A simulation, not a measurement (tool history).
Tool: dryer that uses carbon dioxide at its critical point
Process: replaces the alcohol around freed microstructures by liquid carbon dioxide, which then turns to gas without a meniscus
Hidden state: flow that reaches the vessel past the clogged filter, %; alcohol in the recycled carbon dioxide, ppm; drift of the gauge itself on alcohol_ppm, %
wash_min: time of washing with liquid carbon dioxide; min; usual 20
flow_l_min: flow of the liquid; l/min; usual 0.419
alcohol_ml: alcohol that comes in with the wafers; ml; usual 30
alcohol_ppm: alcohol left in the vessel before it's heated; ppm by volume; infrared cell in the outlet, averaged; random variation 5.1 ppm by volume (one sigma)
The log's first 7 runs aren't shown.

run	hour	wash_min	flow_l_min	alcohol_ml	hours of work since the filter was changed	hours of work since the purifier's bed was changed	alcohol_ppm
8	129.3	20	0.419	30	237	398	103
# hour 142.2: inlet filter changed
9	155.8	20	0.419	30	5	408	96
10	172.1	20	0.419	30	12	415	93
11	193.4	20	0.419	30	20	423	92
12	219.9	20	0.419	30	31	434	100
13	234.5	20	0.419	99	36	439	197
14	260.4	20	0.419	25	47	450	93
15	272.7	20	0.419	25	51	454	88
16	291.0	20	0.419	54	59	462	132
17	303.0	15	0.372	33	63	466	496
18	325.5	20	0.419	38	72	475	118
19	351.1	20	0.419	38	82	485	119
20	377.0	14	0.498	20	93	496	152
21	394.1	14	0.419	30	99	502	403
22	412.1	14	0.419	30	107	509	405
23	437.1	20	0.524	30	116	519	79
24	462.3	20	0.524	30	126	529	65
25	483.9	20	0.524	30	135	538	71
26	494.9	20	0.524	30	139	542	71
27	507.5	16	0.264	103	144	547	4189
28	527.0	16	0.303	31	152	555	843
29	545.0	13	0.419	49	159	562	870
30	562.7	20	0.335	46	166	569	343

Run 31 comes next. What will it give?
31	576.5	20	0.335	46	171	574	?

alcohol_ppm: 364 ppm by volume
Without the tool's hidden state the same run would have given alcohol_ppm 246 ppm by volume.
